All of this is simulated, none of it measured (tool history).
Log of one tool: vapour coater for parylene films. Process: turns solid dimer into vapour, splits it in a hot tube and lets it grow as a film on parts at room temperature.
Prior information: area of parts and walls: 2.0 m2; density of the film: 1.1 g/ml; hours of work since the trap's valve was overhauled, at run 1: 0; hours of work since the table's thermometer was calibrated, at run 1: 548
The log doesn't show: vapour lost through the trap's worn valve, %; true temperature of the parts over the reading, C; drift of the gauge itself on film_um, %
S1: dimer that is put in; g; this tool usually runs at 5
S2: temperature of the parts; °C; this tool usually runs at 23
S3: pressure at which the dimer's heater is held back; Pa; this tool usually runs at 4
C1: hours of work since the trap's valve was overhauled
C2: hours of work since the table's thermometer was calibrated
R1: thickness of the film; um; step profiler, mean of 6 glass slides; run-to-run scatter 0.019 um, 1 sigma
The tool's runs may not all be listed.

{"run": 1, "day": 0.0, "S1": 5, "S2": 23, "S3": 4, "C1": 0, "C2": 548, "R1": 1.16}
{"run": 2, "day": 0.775, "S1": 5, "S2": 23, "S3": 4, "C1": 13, "C2": 560, "R1": 1.15}
{"run": 3, "day": 1.371, "S1": 5, "S2": 23, "S3": 4, "C1": 23, "C2": 570, "R1": 1.12}
{"run": 4, "day": 1.862, "S1": 5, "S2": 23, "S3": 4, "C1": 31, "C2": 578, "R1": 1.15}
{"run": 5, "day": 2.929, "S1": 7, "S2": 23, "S3": 4, "C1": 48, "C2": 596, "R1": 1.63}
{"run": 6, "day": 3.583, "S1": 5, "S2": 22, "S3": 4, "C1": 59, "C2": 607, "R1": 1.17}
{"run": 7, "day": 4.362, "S1": 5, "S2": 34, "S3": 4, "C1": 72, "C2": 619, "R1": 0.91}
{"run": 8, "day": 5.404, "S1": 5, "S2": 34, "S3": 4, "C1": 89, "C2": 637, "R1": 0.91}
{"run": 9, "day": 5.896, "S1": 5, "S2": 34, "S3": 4, "C1": 97, "C2": 645, "R1": 0.9}
{"run": 10, "day": 6.804, "S1": 5, "S2": 34, "S3": 4, "C1": 112, "C2": 660, "R1": 0.88}
{"run": 11, "day": 7.667, "S1": 5, "S2": 34, "S3": 4, "C1": 126, "C2": 674, "R1": 0.93}
{"run": 12, "day": 8.133, "S1": 3, "S2": 23, "S3": 4, "C1": 134, "C2": 681, "R1": 0.71}
{"run": 13, "day": 8.625, "S1": 8, "S2": 23, "S3": 4, "C1": 142, "C2": 690, "R1": 1.82}
{"run": 14, "day": 9.679, "S1": 5, "S2": 23, "S3": 4, "C1": 159, "C2": 707, "R1": 1.16}
{"run": 15, "day": 10.308, "S1": 5, "S2": 23, "S3": 4, "C1": 170, "C2": 717, "R1": 1.12}
{"run": 16, "day": 10.875, "S1": 5, "S2": 23, "S3": 4.18, "C1": 179, "C2": 727, "R1": 1.14}
{"run": 17, "day": 11.958, "S1": 5, "S2": 23, "S3": 4.18, "C1": 197, "C2": 745, "R1": 1.15}
{"run": 18, "day": 12.454, "S1": 5, "S2": 23, "S3": 4.18, "C1": 205, "C2": 753, "R1": 1.14}
{"run": 19, "day": 13.254, "S1": 5, "S2": 23, "S3": 4.18, "C1": 218, "C2": 766, "R1": 1.14}
{"run": 20, "day": 14.079, "S1": 5, "S2": 23, "S3": 4.18, "C1": 232, "C2": 779, "R1": 1.15}
{"run": 21, "day": 14.554, "S1": 5, "S2": 23, "S3": 4, "C1": 240, "C2": 787, "R1": 1.13}
{"run": 22, "day": 15.671, "S1": 5, "S2": 23, "S3": 4, "C1": 258, "C2": 806, "R1": 1.15}
{"run": 23, "day": 16.538, "S1": 5, "S2": 23, "S3": 4, "C1": 272, "C2": 820, "R1": 1.14}
{"run": 24, "day": 17.479, "S1": 8, "S2": 23, "S3": 4, "C1": 288, "C2": 835, "R1": 1.84}
{"run": 25, "day": 18.142, "S1": 6, "S2": 18, "S3": 11.49, "C1": 299, "C2": 846, "R1": 1.22}
{"run": 26, "day": 19.075, "S1": 4, "S2": 32, "S3": 5.05, "C1": 314, "C2": 862, "R1": 0.74}
{"run": 27, "day": 19.858, "S1": 8, "S2": 33, "S3": 4, "C1": 327, "C2": 875, "R1": 1.48}
{"run": 28, "day": 20.792, "S1": 5, "S2": 21, "S3": 5.04, "C1": 342, "C2": 890, "R1": 1.15}
{"run": 29, "day": 21.421, "S1": 5, "S2": 26, "S3": 8.41, "C1": 353, "C2": 900, "R1": 0.94}
{"run": 30, "day": 22.404, "S1": 6, "S2": 26, "S3": 4, "C1": 369, "C2": 917, "R1": 1.28}
{"run": 31, "day": 23.088, "S1": 2, "S2": 26, "S3": 3.47, "C1": 380, "C2": 928, "R1": 0.46}
{"run": 32, "day": 23.908, "S1": 2, "S2": 26, "S3": 3.47, "C1": 394, "C2": 941, "R1": 0.43}
{"run": 33, "day": 24.838, "S1": 5, "S2": 23, "S3": 2.4, "C1": 409, "C2": 957, "R1": 1.28}
{"run": 34, "day": 25.846, "S1": 6, "S2": 29, "S3": 7.83, "C1": 426, "C2": 973, "R1": 1.04}
{"run": 35, "day": 26.392, "S1": 6, "S2": 29, "S3": 7.83, "C1": 435, "C2": 982, "R1": 1.05}
{"run": 36, "day": 27.454, "S1": 6, "S2": 29, "S3": 7.83, "C1": 452, "C2": 1000, "R1": 1.03}
{"run": 37, "day": 27.917, "S1": 6, "S2": 29, "S3": 7.83, "C1": 460, "C2": 1007, "R1": 1.03}
{"run": 38, "day": 28.675, "S1": 2, "S2": 22, "S3": 4, "C1": 472, "C2": 1020, "R1": 0.44}
{"run": 39, "day": 29.767, "S1": 2, "S2": 22, "S3": 4, "C1": 490, "C2": 1038, "R1": 0.45}
{"run": 40, "day": 30.308, "S1": 3, "S2": 34, "S3": 3.75, "C1": 499, "C2": 1047, "R1": 0.53}
{"run": 41, "day": 30.929, "S1": 3, "S2": 34, "S3": 3.75, "C1": 509, "C2": 1057, "R1": 0.53}
{"run": 42, "day": 31.812, "S1": 4, "S2": 18, "S3": 5.24, "C1": 524, "C2": 1072, "R1": 0.95}
{"run": 43, "day": 32.538, "S1": 3, "S2": 23, "S3": 5.43, "C1": 536, "C2": 1083, "R1": 0.66}
{"day": 33.242, "done": "trap's valve overhauled"}
{"run": 44, "day": 33.721, "S1": 2, "S2": 19, "S3": 6.02, "C1": 8, "C2": 1100, "R1": 0.48}
{"run": 45, "day": 34.417, "S1": 2, "S2": 19, "S3": 6.02, "C1": 19, "C2": 1112, "R1": 0.44}
{"run": 46, "day": 35.454, "S1": 2, "S2": 19, "S3": 6.02, "C1": 36, "C2": 1129, "R1": 0.47}

Here are 3 independent what-if runs from the current tool condition. What would each one return?
{"run": "A", "day": 36.221, "S1": 7, "S2": 23, "S3": 4, "C1": 49, "C2": 1141, "R1": "?"}
{"run": "B", "day": 36.221, "S1": 5, "S2": 23, "S3": 5, "C1": 49, "C2": 1141, "R1": "?"}
{"run": "C", "day": 36.221, "S1": 4, "S2": 27, "S3": 6.02, "C1": 49, "C2": 1141, "R1": "?"}

run=A R1=1.62
run=B R1=1.11
run=C R1=0.79
Stripped of hidden state, with their random variation kept, the same runs would have yielded:
run=A R1=1.63
run=B R1=1.11
run=C R1=0.79
